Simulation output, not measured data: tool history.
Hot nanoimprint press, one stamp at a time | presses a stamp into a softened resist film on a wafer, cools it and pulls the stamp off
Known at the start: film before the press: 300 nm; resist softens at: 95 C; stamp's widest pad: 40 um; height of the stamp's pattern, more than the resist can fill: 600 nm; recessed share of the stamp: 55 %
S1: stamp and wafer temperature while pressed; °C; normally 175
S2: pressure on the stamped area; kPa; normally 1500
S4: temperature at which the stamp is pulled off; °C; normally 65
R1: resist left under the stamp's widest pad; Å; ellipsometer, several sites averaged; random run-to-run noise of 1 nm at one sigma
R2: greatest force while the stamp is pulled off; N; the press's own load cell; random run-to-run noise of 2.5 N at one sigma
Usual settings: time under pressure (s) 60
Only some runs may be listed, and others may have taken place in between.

{"run": 1, "day": 0.0, "S1": 175, "S2": 1500, "time under pressure (s)": 60, "S4": 65, "R1": 1503, "R2": 116}
{"run": 2, "day": 0.546, "S1": 175, "S2": 1500, "time under pressure (s)": 60, "S4": 65, "R1": 1485, "R2": 116}
{"run": 3, "day": 0.912, "S1": 175, "S2": 1500, "time under pressure (s)": 60, "S4": 65, "R1": 1502, "R2": 121}
{"run": 4, "day": 1.625, "S1": 175, "S2": 1500, "time under pressure (s)": 60, "S4": 65, "R1": 1497, "R2": 118}
{"run": 5, "day": 2.354, "S1": 175, "S2": 1500, "time under pressure (s)": 99, "S4": 65, "R1": 1262, "R2": 122}
{"run": 6, "day": 3.121, "S1": 175, "S2": 1500, "time under pressure (s)": 99, "S4": 65, "R1": 1281, "R2": 126}
{"run": 7, "day": 3.708, "S1": 175, "S2": 1500, "time under pressure (s)": 60, "S4": 65, "R1": 1492, "R2": 125}
{"run": 8, "day": 4.325, "S1": 175, "S2": 1500, "time under pressure (s)": 60, "S4": 65, "R1": 1514, "R2": 130}
{"run": 9, "day": 4.854, "S1": 175, "S2": 1380, "time under pressure (s)": 60, "S4": 65, "R1": 1568, "R2": 129}
{"run": 10, "day": 5.617, "S1": 175, "S2": 1380, "time under pressure (s)": 60, "S4": 65, "R1": 1590, "R2": 129}
{"day": 6.254, "done": "stamp cleaned and given a new release coat"}
{"run": 11, "day": 6.371, "S1": 175, "S2": 1380, "time under pressure (s)": 60, "S4": 65, "R1": 1574, "R2": 118}
{"run": 12, "day": 6.8, "S1": 175, "S2": 1050, "time under pressure (s)": 60, "S4": 65, "R1": 1791, "R2": 118}
{"run": 13, "day": 7.483, "S1": 175, "S2": 1050, "time under pressure (s)": 60, "S4": 65, "R1": 1785, "R2": 118}
{"run": 14, "day": 8.104, "S1": 175, "S2": 1050, "time under pressure (s)": 60, "S4": 65, "R1": 1788, "R2": 117}
{"run": 15, "day": 8.875, "S1": 175, "S2": 1050, "time under pressure (s)": 60, "S4": 65, "R1": 1811, "R2": 125}
{"run": 16, "day": 9.338, "S1": 175, "S2": 1050, "time under pressure (s)": 60, "S4": 65, "R1": 1812, "R2": 122}
{"run": 17, "day": 10.121, "S1": 175, "S2": 1050, "time under pressure (s)": 60, "S4": 65, "R1": 1801, "R2": 131}
{"run": 18, "day": 10.525, "S1": 175, "S2": 1050, "time under pressure (s)": 60, "S4": 65, "R1": 1791, "R2": 130}
{"run": 19, "day": 11.196, "S1": 182, "S2": 1470, "time under pressure (s)": 117, "S4": 63, "R1": 972, "R2": 141}
{"run": 20, "day": 11.538, "S1": 182, "S2": 1470, "time under pressure (s)": 117, "S4": 63, "R1": 979, "R2": 130}
{"run": 21, "day": 12.133, "S1": 182, "S2": 1470, "time under pressure (s)": 117, "S4": 63, "R1": 965, "R2": 134}
{"day": 12.538, "done": "stamp cleaned and given a new release coat"}
{"run": 22, "day": 12.775, "S1": 182, "S2": 1010, "time under pressure (s)": 60, "S4": 65, "R1": 1503, "R2": 120}
{"run": 23, "day": 13.267, "S1": 175, "S2": 2200, "time under pressure (s)": 60, "S4": 54, "R1": 1266, "R2": 141}
{"run": 24, "day": 13.838, "S1": 175, "S2": 1500, "time under pressure (s)": 47, "S4": 67, "R1": 1676, "R2": 111}
{"run": 25, "day": 14.404, "S1": 175, "S2": 1500, "time under pressure (s)": 47, "S4": 67, "R1": 1675, "R2": 119}
{"run": 26, "day": 14.833, "S1": 163, "S2": 1880, "time under pressure (s)": 60, "S4": 65, "R1": 2099, "R2": 130}
{"run": 27, "day": 15.504, "S1": 175, "S2": 990, "time under pressure (s)": 100, "S4": 63, "R1": 1622, "R2": 130}
{"run": 28, "day": 16.329, "S1": 175, "S2": 990, "time under pressure (s)": 100, "S4": 63, "R1": 1621, "R2": 133}
{"run": 29, "day": 17.083, "S1": 175, "S2": 2110, "time under pressure (s)": 88, "S4": 65, "R1": 1147, "R2": 131}

Some steps in R1, run to run, broken into two amounts with sign: the step expected even without the hidden condition (settings, incoming material, random variation), and the rest, left for the hidden condition together with whatever gauge scatter is not in both the measured and the hidden-condition-free result:
The hidden state here: true temperature over the reading, C; pressure that arrives at the usual setting, %; grip of the stamp's worn release coat, % over a new coat's; drift of the gauge itself on residual_nm, %; drift of the gauge itself on pull_off_n, %.
Run 18 -> 19: S1 175 -> 182, S2 1050 -> 1470, time under pressure (s) 60 -> 117, S4 65 -> 63. R1 -819 Å: hidden state -21, all else -798.
Run 21 -> 22: S2 1470 -> 1010, time under pressure (s) 117 -> 60, S4 63 -> 65, stamp cleaned and given a new release coat. R1 +538 Å: hidden state +16, all else +522.
Run 25 -> 26: S1 175 -> 163, S2 1500 -> 1880, time under pressure (s) 47 -> 60, S4 67 -> 65. R1 +424 Å: hidden state +23, all else +401.
Run 26 -> 27: S1 163 -> 175, S2 1880 -> 990, time under pressure (s) 60 -> 100, S4 65 -> 63. R1 -477 Å: hidden state -29, all else -448.
